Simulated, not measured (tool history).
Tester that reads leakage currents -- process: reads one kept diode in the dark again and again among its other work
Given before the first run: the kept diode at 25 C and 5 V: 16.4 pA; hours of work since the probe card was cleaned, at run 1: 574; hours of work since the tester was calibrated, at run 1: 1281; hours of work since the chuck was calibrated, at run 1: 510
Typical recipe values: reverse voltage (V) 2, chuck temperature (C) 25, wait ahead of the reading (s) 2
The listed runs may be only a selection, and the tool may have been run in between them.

run	hour	reverse voltage (V)	chuck temperature (C)	wait ahead of the reading (s)	hours of work since the probe card was cleaned	hours of work since the tester was calibrated	hours of work since the chuck was calibrated	current that the tester gives (pA)
1	0	2	25	2	574	1281	510	12.56
2	41.2	2	26	2	593	1301	530	13.62
3	128.8	2	21	2	635	1342	571	9.5
4	169.2	2	48	2	654	1361	590	76.43
5	251.1	2	48	2	692	1400	629	77.13
6	297.5	2	41	2	714	1422	651	44.99
7	361.4	2	41	2	745	1452	681	45.33
8	427.8	1.34	25	2	776	1484	713	10.53
9	523.4	2	25	9.33	821	1529	758	13.43
10	598.9	2	22	2	857	1565	793	11.08
11	692.4	2	49	2	901	1609	838	84.79
12	761.4	2	25	2	934	1642	870	14.02
13	818.8	13.04	25	9.82	961	1669	898	48.44
14	867.1	19.32	51	2	984	1692	920	341.29
15	953	1.62	51	1.58	1025	1732	961	88.99
# hour 996.3: chuck's temperature calibrated
16	1035.1	1.61	25	0.56	1062	1770	18	12.14
17	1075.5	1.41	48	0.52	1081	1789	37	62.93
18	1116.9	2	55	2	1101	1809	57	128.49
19	1201.1	2	55	2	1141	1849	97	127.93
# hour 1210.6: probe card cleaned and baked
20	1292.9	2	24	1.97	39	1891	139	9.72

Predict the results of run 21:
21	1385.3	4.43	41	1.34	83	1934	183	?

Run 21 came out at current that the tester gives (pA) 63.73.
Were there no unlogged condition in the tool, this run, its random variation unchanged, would have produced current that the tester gives (pA) 62.14.
